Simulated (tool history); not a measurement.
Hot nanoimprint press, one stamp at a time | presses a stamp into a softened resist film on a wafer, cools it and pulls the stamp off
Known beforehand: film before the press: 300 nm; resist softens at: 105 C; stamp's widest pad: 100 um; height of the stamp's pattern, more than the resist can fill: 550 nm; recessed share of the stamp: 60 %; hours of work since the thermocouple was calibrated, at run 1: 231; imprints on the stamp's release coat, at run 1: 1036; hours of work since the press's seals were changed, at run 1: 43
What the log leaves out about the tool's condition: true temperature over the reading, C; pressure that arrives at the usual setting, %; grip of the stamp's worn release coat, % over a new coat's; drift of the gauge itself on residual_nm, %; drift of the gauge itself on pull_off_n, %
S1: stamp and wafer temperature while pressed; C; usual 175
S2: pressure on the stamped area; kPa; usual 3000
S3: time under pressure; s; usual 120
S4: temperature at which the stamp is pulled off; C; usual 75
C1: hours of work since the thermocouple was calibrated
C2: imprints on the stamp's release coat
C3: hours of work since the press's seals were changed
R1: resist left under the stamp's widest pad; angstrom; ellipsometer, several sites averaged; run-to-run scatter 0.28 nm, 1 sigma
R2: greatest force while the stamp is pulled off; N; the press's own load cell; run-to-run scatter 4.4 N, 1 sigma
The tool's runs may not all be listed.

run,hour,S1,S2,S3,S4,C1,C2,C3,R1,R2
1,0.0,175,3000,120,75,231,1036,43,1495,221
2,12.4,175,3000,120,75,237,1069,49,1495,228
3,30.8,175,3000,120,75,245,1117,57,1495,220
4,43.9,175,3000,231,75,251,1152,63,1190,213
5,61.1,175,3000,231,75,258,1196,70,1188,213
6,76.6,175,3000,120,82,265,1237,77,1495,192
7,90.1,175,3000,120,82,271,1273,83,1493,193
8,100.4,175,3000,120,82,276,1299,88,1494,194
9,116.4,175,3000,120,75,283,1341,95,1497,222
10,124.8,175,3000,120,75,287,1363,99,1499,218
11,142.9,175,3000,120,75,295,1411,107,1494,210
12,157.6,175,3840,120,75,301,1449,113,1319,221
13,169.7,175,3000,120,75,307,1481,119,1494,222
14,188.0,175,3000,120,75,315,1529,127,1494,221
15,204.7,175,2670,120,75,322,1573,134,1585,231
16,222.4,179,2670,120,75,330,1619,142,1386,213
17,233.2,179,2670,120,75,335,1647,147,1388,215
18,243.7,175,3000,146,65,339,1675,151,1406,257
# hour 254.5: plate thermocouple calibrated
19,257.3,175,3460,120,75,1,1703,156,1396,213
20,275.5,172,3000,229,75,9,1750,164,1338,221
21,290.3,172,3000,229,75,16,1789,171,1338,218
22,298.3,184,1840,120,75,19,1810,174,1428,215
23,312.1,169,2010,225,75,26,1846,181,1811,216
24,328.9,174,2010,225,75,33,1890,188,1540,230
25,344.6,166,3000,97,81,40,1931,195,2113,198
26,361.4,180,3000,129,75,47,1975,202,1237,219
27,379.6,175,3000,84,74,56,2023,210,1688,232
28,391.3,175,3000,84,74,61,2054,216,1685,231
29,401.9,175,3000,84,74,65,2082,220,1685,221
30,417.1,167,3000,136,67,72,2121,227,1881,260
31,424.6,167,2130,151,67,76,2141,230,2093,257

What if the next run were any one of these 3? Each begins from the tool's condition after run 31:
A,436.5,183,3000,120,75,81,2172,236,?,?
B,436.5,176,3000,65,78,81,2172,236,?,?
C,436.5,167,3080,151,73,81,2172,236,?,?

run,R1,R2
A,1144,216
B,1765,204
C,1807,226
With the hidden condition removed and each run's random variation left untouched, the same runs would have given:
run,R1,R2
A,1133,212
B,1749,201
C,1791,223
